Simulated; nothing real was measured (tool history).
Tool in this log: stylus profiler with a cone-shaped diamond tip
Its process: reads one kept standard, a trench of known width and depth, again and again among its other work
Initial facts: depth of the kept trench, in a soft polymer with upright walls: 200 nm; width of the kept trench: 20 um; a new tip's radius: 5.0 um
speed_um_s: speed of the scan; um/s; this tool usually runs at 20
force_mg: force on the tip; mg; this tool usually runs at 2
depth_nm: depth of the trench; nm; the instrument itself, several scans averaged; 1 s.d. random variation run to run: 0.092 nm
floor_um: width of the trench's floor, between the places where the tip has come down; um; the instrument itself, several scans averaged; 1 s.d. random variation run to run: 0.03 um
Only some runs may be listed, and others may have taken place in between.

| run | hour | speed_um_s | force_mg | depth_nm | floor_um |
|---|---|---|---|---|---|
| 1 | 0 | 20 | 2 | 202.7 | 17.03 |
| 2 | 51.4 | 20 | 2.08 | 202.77 | 17.03 |
| 3 | 105.3 | 20 | 2.08 | 202.77 | 17.02 |
| 4 | 188.8 | 20 | 4.58 | 204.52 | 17.11 |
| 5 | 277.1 | 20 | 2.02 | 202.71 | 17.08 |
| 6 | 351.4 | 13 | 2 | 202.61 | 17.08 |
| 7 | 410.1 | 13 | 2 | 202.56 | 17.07 |
| 8 | 484.9 | 13 | 2 | 202.68 | 17.07 |
| 9 | 561.5 | 20 | 2 | 202.73 | 16.98 |
| 10 | 606.7 | 20 | 2 | 202.7 | 17.08 |
| 11 | 652.3 | 20 | 2 | 202.65 | 17.1 |
| 12 | 742.1 | 20 | 2 | 202.7 | 17.05 |
| 13 | 827.8 | 20 | 2 | 202.8 | 17.04 |
| 14 | 902.4 | 20 | 2 | 202.59 | 17.03 |
| 15 | 982.9 | 20 | 2 | 202.76 | 17.06 |
|  | 991.4 | new tip fitted, height scale calibrated |
| 16 | 1073.5 | 20 | 2 | 202.69 | 17.06 |
| 17 | 1149.7 | 20 | 1.88 | 202.57 | 17.05 |
| 18 | 1230.8 | 20 | 2 | 202.59 | 17.03 |
| 19 | 1305 | 20 | 2 | 202.77 | 16.98 |
| 20 | 1366.8 | 20 | 2.25 | 202.85 | 17.03 |
| 21 | 1429.7 | 76 | 5.59 | 205.31 | 16.86 |
| 22 | 1486.2 | 58 | 2.46 | 203.06 | 16.86 |
| 23 | 1535.2 | 13 | 3.93 | 204.08 | 17.17 |
| 24 | 1585.8 | 8 | 5.92 | 205.55 | 17.18 |
| 25 | 1675.8 | 21 | 4.74 | 204.75 | 17.07 |
| 26 | 1723.8 | 21 | 4.74 | 204.73 | 17.03 |
| 27 | 1793.4 | 20 | 0.76 | 201.45 | 16.93 |
| 28 | 1850.7 | 10 | 2.93 | 203.39 | 17.19 |
| 29 | 1918.3 | 10 | 2.93 | 203.48 | 17.12 |
| 30 | 1957.5 | 20 | 0.88 | 201.58 | 17.03 |
| 31 | 2023 | 19 | 1.34 | 202.01 | 17.02 |
| 32 | 2059.9 | 12 | 1.15 | 201.88 | 17.06 |
| 33 | 2106.8 | 10 | 0.89 | 201.7 | 17.06 |
| 34 | 2160.3 | 10 | 0.89 | 201.52 | 17.08 |
| 35 | 2207.7 | 10 | 1.21 | 201.86 | 17.08 |
| 36 | 2297.6 | 10 | 1.21 | 201.98 | 17.06 |
| 37 | 2362.9 | 10 | 1.21 | 201.93 | 17.11 |
| 38 | 2434.2 | 10 | 1.21 | 201.85 | 17.07 |
| 39 | 2480.1 | 34 | 5.72 | 205.39 | 17.1 |

Forecast each of these 5 alternatives for the next run:
| A | 2544.2 | 60 | 2.84 | ? | ? |
| B | 2544.2 | 34 | 3.01 | ? | ? |
| C | 2544.2 | 34 | 1.69 | ? | ? |
| D | 2544.2 | 21 | 1.81 | ? | ? |
| E | 2544.2 | 20 | 5.92 | ? | ? |

| run | depth_nm | floor_um |
|---|---|---|
| A | 203.39 | 16.81 |
| B | 203.5 | 16.95 |
| C | 202.27 | 16.88 |
| D | 202.21 | 17.04 |
| E | 205.58 | 17.09 |
Without the tool's unlogged condition, the same runs would have read:
| run | depth_nm | floor_um |
|---|---|---|
| A | 203.4 | 16.83 |
| B | 203.51 | 16.97 |
| C | 202.28 | 16.9 |
| D | 202.22 | 17.06 |
| E | 205.59 | 17.11 |
